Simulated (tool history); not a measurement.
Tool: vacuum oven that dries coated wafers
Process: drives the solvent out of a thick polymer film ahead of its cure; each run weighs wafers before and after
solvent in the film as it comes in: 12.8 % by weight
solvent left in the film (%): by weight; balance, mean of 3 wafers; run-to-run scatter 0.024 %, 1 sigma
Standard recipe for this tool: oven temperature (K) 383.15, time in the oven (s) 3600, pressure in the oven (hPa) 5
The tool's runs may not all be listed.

| run | hour | oven temperature (K) | time in the oven (s) | pressure in the oven (hPa) | solvent left in the film (%) |
|---|---|---|---|---|---|
| 1 | 0 | 383.15 | 3600 | 5 | 1.77 |
| 2 | 23.4 | 387.15 | 3600 | 5 | 1.28 |
| 3 | 57.1 | 387.15 | 3600 | 5 | 1.33 |
| 4 | 78.4 | 387.15 | 3600 | 5 | 1.29 |
| 5 | 103.6 | 383.15 | 3600 | 5 | 1.78 |
| 6 | 138.4 | 383.15 | 2580 | 5 | 2.88 |
|  | 147.9 | oven's thermocouples calibrated |
| 7 | 183.4 | 383.15 | 2580 | 7.5 | 3.18 |
| 8 | 220.6 | 383.15 | 2580 | 7.5 | 3.12 |
| 9 | 263.5 | 383.15 | 2280 | 7.5 | 3.61 |
| 10 | 289.9 | 383.15 | 3060 | 5 | 2.45 |
|  | 294.6 | vacuum gauge cleaned of residue and calibrated |
| 11 | 338.2 | 383.15 | 3060 | 5 | 2.45 |
| 12 | 364.6 | 383.15 | 3540 | 5 | 1.99 |
|  | 408.3 | vacuum gauge cleaned of residue and calibrated, once more |
| 13 | 411 | 383.15 | 3540 | 5 | 1.88 |
| 14 | 431.1 | 383.15 | 2340 | 5 | 3.26 |
| 15 | 476.3 | 383.15 | 3600 | 5 | 1.81 |
| 16 | 512.5 | 383.15 | 3600 | 5 | 1.82 |
| 17 | 540.1 | 383.15 | 4680 | 6.76 | 1.18 |
| 18 | 565.7 | 376.15 | 2520 | 2.58 | 4.21 |
| 19 | 606.7 | 393.15 | 5100 | 13.13 | 0.63 |
| 20 | 631.7 | 373.15 | 4140 | 2.65 | 2.9 |
| 21 | 671.1 | 373.15 | 4140 | 2.65 | 2.95 |
| 22 | 712.1 | 373.15 | 4140 | 2.65 | 2.86 |
| 23 | 744.3 | 373.15 | 4140 | 2.65 | 2.85 |
| 24 | 784.3 | 371.15 | 3600 | 4.74 | 3.86 |
| 25 | 826 | 371.15 | 3600 | 2.51 | 3.71 |

Run 26 has not been measured yet. What should we expect?
| 26 | 869.4 | 390.15 | 5400 | 17.57 | ? |

For run 26 the tool returned solvent left in the film (%) 0.87.
Without the tool's hidden state the same run would have given solvent left in the film (%) 0.93.
